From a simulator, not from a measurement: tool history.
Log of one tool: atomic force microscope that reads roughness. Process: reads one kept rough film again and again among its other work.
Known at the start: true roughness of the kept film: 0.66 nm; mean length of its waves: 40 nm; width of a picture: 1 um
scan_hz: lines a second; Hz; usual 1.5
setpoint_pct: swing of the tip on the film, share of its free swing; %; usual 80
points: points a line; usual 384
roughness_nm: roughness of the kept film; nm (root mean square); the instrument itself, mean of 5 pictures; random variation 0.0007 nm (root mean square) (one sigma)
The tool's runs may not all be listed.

Run 1, hour 0: usual settings. Result: roughness_nm 0.5983 nm (root mean square).
Run 2, hour 25.4: usual settings. Result: roughness_nm 0.5965 nm (root mean square).
Run 3, hour 52.2: usual settings but setpoint_pct 82 %. Result: roughness_nm 0.5869 nm (root mean square).
Run 4, hour 72.6: usual settings but setpoint_pct 82 %. Result: roughness_nm 0.5838 nm (root mean square).
At hour 77.5: new tip fitted.
Run 5, hour 106: usual settings. Result: roughness_nm 0.5956 nm (root mean square).
Run 6, hour 134.3: usual settings. Result: roughness_nm 0.5909 nm (root mean square).
At hour 156.5: new tip fitted.
Run 7, hour 168.8: usual settings. Result: roughness_nm 0.5979 nm (root mean square).
Run 8, hour 186: usual settings. Result: roughness_nm 0.5945 nm (root mean square).
Run 9, hour 214.5: usual settings. Result: roughness_nm 0.5917 nm (root mean square).
At hour 233.7: new tip fitted.
Run 10, hour 246.6: usual settings. Result: roughness_nm 0.5982 nm (root mean square).
Run 11, hour 264.4: usual settings. Result: roughness_nm 0.5969 nm (root mean square).
Run 12, hour 295.3: usual settings but scan_hz 0.79 Hz, points 825. Result: roughness_nm 0.6208 nm (root mean square).
At hour 311.4: new tip fitted.
Run 13, hour 331.5: usual settings but scan_hz 3.48 Hz, setpoint_pct 72 %, points 1010. Result: roughness_nm 0.5754 nm (root mean square).
Run 14, hour 361.3: usual settings but scan_hz 2.46 Hz, setpoint_pct 77 %. Result: roughness_nm 0.5728 nm (root mean square).
At hour 365.5: height scale calibrated on a step standard.
At hour 390.9: new tip fitted.
Run 15, hour 396.4: usual settings but scan_hz 0.72 Hz, setpoint_pct 70 %. Result: roughness_nm 0.641 nm (root mean square).
Run 16, hour 422.4: usual settings but scan_hz 0.55 Hz, points 735. Result: roughness_nm 0.6331 nm (root mean square).
Run 17, hour 444.6: usual settings but scan_hz 0.55 Hz, points 735. Result: roughness_nm 0.6291 nm (root mean square).
Run 18, hour 464.7: usual settings but scan_hz 1.65 Hz, setpoint_pct 63 %. Result: roughness_nm 0.6212 nm (root mean square).
At hour 468.6: new tip fitted.
Run 19, hour 480.8: usual settings but scan_hz 1.65 Hz, setpoint_pct 63 %. Result: roughness_nm 0.6314 nm (root mean square).
At hour 497.7: height scale calibrated on a step standard, once more.
Run 20, hour 499.2: usual settings but scan_hz 1.65 Hz, setpoint_pct 63 %. Result: roughness_nm 0.6187 nm (root mean square).

4 ways to go on from here, each from the tool as it stands after run 20. What would each give?
Run A, hour 518.9: usual settings but setpoint_pct 61 %, points 1003. Result: roughness_nm ?.
Run B, hour 518.9: usual settings but scan_hz 0.81 Hz, points 469. Result: roughness_nm ?.
Run C, hour 518.9: usual settings but setpoint_pct 88 %, points 409. Result: roughness_nm ?.
Run D, hour 518.9: usual settings but scan_hz 0.66 Hz, setpoint_pct 81 %. Result: roughness_nm ?.

run  roughness_nm
  A        0.6247
  B        0.6116
  C        0.5647
  D        0.6146
Without the tool's hidden state the same runs would have given:
run  roughness_nm
  A        0.6328
  B        0.6196
  C        0.5721
  D        0.6226
